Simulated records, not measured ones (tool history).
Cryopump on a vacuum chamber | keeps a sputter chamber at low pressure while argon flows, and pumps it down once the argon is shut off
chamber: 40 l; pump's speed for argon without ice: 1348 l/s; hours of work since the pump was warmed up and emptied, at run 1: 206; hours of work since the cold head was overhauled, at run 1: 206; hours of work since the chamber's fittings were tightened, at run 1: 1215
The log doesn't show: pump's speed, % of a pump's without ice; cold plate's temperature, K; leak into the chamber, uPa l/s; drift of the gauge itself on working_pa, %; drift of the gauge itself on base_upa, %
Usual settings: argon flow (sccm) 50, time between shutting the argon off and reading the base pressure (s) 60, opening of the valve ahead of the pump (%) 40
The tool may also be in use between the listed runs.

run,hour,argon flow (sccm),time between shutting the argon off and reading the base pressure (s),opening of the valve ahead of the pump (%),hours of work since the pump was warmed up and emptied,hours of work since the cold head was overhauled,hours of work since the chamber's fittings were tightened,pressure while argon flows (Pa),pressure after the wait (uPa)
1,0.0,50,60,40,206,206,1215,0.1622,2.75
2,19.1,68,60,40,216,216,1225,0.2180,2.89
3,41.1,50,60,40,227,227,1236,0.1598,2.90
4,71.4,50,60,40,242,242,1251,0.1617,2.85
5,111.7,50,27,40,263,263,1272,0.1621,4.48
6,146.5,50,60,40,280,280,1289,0.1628,2.95
7,184.1,50,60,40,300,300,1309,0.1621,3.00
8,215.5,50,60,40,315,315,1325,0.1619,2.98
9,245.8,50,60,40,331,331,1340,0.1629,3.09
10,266.0,50,60,40,341,341,1350,0.1622,3.03
11,285.7,50,60,40,351,351,1360,0.1632,3.10
12,321.1,50,60,40,369,369,1378,0.1635,3.13
13,362.5,50,60,40,390,390,1399,0.1622,3.08
14,383.8,50,60,40,401,401,1410,0.1636,3.10
15,412.7,50,60,40,416,416,1425,0.1642,3.28
16,451.6,50,111,19,435,435,1444,0.3405,2.56
17,477.2,63,60,40,448,448,1457,0.2074,3.30
18,506.2,28,72,25,463,463,1472,0.1444,2.99
19,545.0,70,114,34,483,483,1492,0.2727,2.65
20,572.3,78,285,16,497,497,1506,0.6242,2.23
21,598.2,82,248,19,510,510,1519,0.5514,2.32
22,631.8,82,248,19,527,527,1536,0.5569,2.34
23,661.7,44,125,58,542,542,1551,0.1039,2.78
24,679.7,23,35,27,551,551,1560,0.1115,4.36

Forecast run 25:
25,703.0,70,82,27,563,563,1572,?,?

{"run 25": {"pressure while argon flows (Pa)": 0.341, "pressure after the wait (uPa)": 3.1}}
Without the tool's hidden state the same run would have given pressure while argon flows (Pa) 0.3261, pressure after the wait (uPa) 1.20.
